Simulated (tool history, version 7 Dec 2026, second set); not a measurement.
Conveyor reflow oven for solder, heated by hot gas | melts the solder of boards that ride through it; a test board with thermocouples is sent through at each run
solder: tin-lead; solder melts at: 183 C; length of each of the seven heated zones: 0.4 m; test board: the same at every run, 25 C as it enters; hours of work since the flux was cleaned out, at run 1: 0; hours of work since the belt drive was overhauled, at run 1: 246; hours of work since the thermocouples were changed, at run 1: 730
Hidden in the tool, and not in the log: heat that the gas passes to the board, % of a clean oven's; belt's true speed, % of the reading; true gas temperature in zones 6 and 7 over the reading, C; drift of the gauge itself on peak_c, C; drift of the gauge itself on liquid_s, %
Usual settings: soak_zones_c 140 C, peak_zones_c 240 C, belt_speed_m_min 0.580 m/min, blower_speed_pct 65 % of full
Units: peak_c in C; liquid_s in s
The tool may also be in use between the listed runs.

run   hour  soak_zones_c  peak_zones_c  belt_speed_m_min  blower_speed_pct  hours of work since the flux was cleaned out  hours of work since the belt drive was overhauled  hours of work since the thermocouples were changed  peak_c  liquid_s
  1    0.0           140           240             0.580                65                                             0                                                246                                                 730   222.2      66.9
  2   14.6           140           240             0.580                65                                             7                                                253                                                 737   222.0      66.9
  3   23.2           140           250             0.580                65                                            11                                                257                                                 741   231.1      72.5
  4   40.3           140           250             0.580                65                                            19                                                265                                                 749   231.0      72.3
  5   56.8           140           240             0.580                83                                            27                                                272                                                 757   224.8      69.4
  6   71.3           140           240             0.580                83                                            33                                                279                                                 764   224.8      69.2
  7   88.7           140           240             0.580                83                                            42                                                287                                                 772   224.6      69.3
  8  105.9           140           240             0.655                65                                            50                                                296                                                 780   217.9      55.4
  9  116.0           140           240             0.655                65                                            54                                                300                                                 785   217.9      55.6
 10  129.2           140           240             0.655                65                                            61                                                306                                                 791   217.9      55.4
 11  139.5           140           240             0.655                65                                            65                                                311                                                 796   217.9      55.6
 12  153.3           140           240             0.534                65                                            72                                                318                                                 802   224.4      75.0
 13  168.4           140           240             0.534                65                                            79                                                325                                                 809   224.6      75.1
 14  175.8           140           240             0.534                65                                            82                                                328                                                 813   224.6      74.9
 15  191.0           140           240             0.534                65                                            90                                                335                                                 820   224.0      75.1
 16  201.1           140           240             0.534                65                                            94                                                340                                                 824   224.3      75.5
 17  217.3           150           240             0.580                53                                           102                                                348                                                 832   221.4      70.1
 18  233.2           148           250             0.524                57                                           109                                                355                                                 840   233.3      85.8
 19  241.9           148           250             0.524                57                                           113                                                359                                                 844   233.5      85.8
 20  256.4           140           250             0.524                57                                           120                                                366                                                 850   232.3      81.6
 21  266.9           140           250             0.524                57                                           125                                                371                                                 855   232.3      81.3
 22  274.2           153           240             0.575                87                                           129                                                374                                                 859   226.6      76.3
 23  284.8           140           240             0.580                52                                           133                                                379                                                 864   218.8      64.1
 24  298.3           150           240             0.580                65                                           140                                                386                                                 870   223.3      72.4
 25  313.1           147           240             0.580                65                                           147                                                393                                                 877   222.5      70.7
 26  329.5           147           240             0.580                65                                           154                                                400                                                 885   222.7      70.4
 27  341.7           147           240             0.580                65                                           160                                                406                                                 890   222.4      70.1
 28  354.6           147           240             0.580                65                                           166                                                412                                                 896   222.8      70.3
 29  369.8           147           240             0.632                68                                           173                                                419                                                 904   220.4      63.1
 30  382.1           140           248             0.580                64                                           179                                                425                                                 909   227.9      70.8

Measured less the same run without the tool's hidden state. The same run-to-run variation is in both; the gauge's scatter may not be:
run  peak_c  liquid_s
  1    -0.9      -0.1
  2    -1.0      -0.2
  3    -1.0      +0.0
  4    -1.0      +0.0
  5    -1.1      -0.1
  6    -1.2      -0.1
  7    -1.2      -0.2
  8    -1.1      -0.4
  9    -1.1      -0.4
 10    -1.2      -0.5
 11    -1.2      -0.5
 12    -1.3      -0.3
 13    -1.4      -0.2
 14    -1.4      -0.3
 15    -1.5      -0.3
 16    -1.5      -0.3
 17    -1.3      -0.3
 18    -1.5      +0.1
 19    -1.5      +0.1
 20    -1.6      -0.1
 21    -1.6      -0.1
 22    -1.7      -0.1
 23    -1.6      -0.7
 24    -1.7      -0.3
 25    -1.8      -0.5
 26    -1.8      -0.5
 27    -1.9      -0.5
 28    -1.8      -0.5
 29    -1.9      -0.7
 30    -2.0      -0.4
